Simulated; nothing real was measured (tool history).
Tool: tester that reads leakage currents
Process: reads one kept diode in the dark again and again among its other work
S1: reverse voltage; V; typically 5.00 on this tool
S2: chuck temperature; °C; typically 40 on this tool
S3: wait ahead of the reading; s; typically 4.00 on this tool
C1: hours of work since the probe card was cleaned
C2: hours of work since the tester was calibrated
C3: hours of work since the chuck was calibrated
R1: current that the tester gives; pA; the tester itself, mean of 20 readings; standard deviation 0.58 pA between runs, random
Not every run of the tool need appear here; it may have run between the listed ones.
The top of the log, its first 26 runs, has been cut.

run	hour	S1	S2	S3	C1	C2	C3	R1
27	572.9	1.74	29	0.66	925	434	303	64.80
28	604.2	18.46	29	5.76	946	456	324	181.34
29	621.1	5.70	54	3.17	958	467	336	486.33
30	638.2	5.70	54	3.17	970	479	348	487.93
31	666.5	8.26	43	3.53	989	499	367	291.87
32	683.8	10.57	20	2.22	1001	511	379	84.32
33	705.5	10.57	56	0.39	1016	526	394	705.17
34	728.3	1.79	40	4.00	1032	541	410	132.39
35	757.5	4.85	40	1.44	1052	562	430	196.87
36	775.8	16.53	38	4.00	1065	574	443	291.38
37	790.9	1.90	29	3.11	1075	585	453	66.33
38	820.7	5.00	31	4.00	1096	605	474	113.51
39	850.8	5.00	31	4.00	1117	626	495	112.89
40	872.9	1.71	31	1.13	1132	641	510	72.77

4 options for the next run, each taken on its own from the tool as it stands now. Forecast them:
A	901.6	8.77	21	1.13	1152	661	530	?
B	901.6	7.93	31	1.13	1152	661	530	?
C	901.6	1.09	28	2.86	1152	661	530	?
D	901.6	10.19	31	1.13	1152	661	530	?

run	R1
A	84.15
B	141.19
C	49.49
D	159.01
With the hidden condition removed and each run's random variation left untouched, the same runs would have given:
run	R1
A	66.15
B	127.73
C	49.09
D	140.65
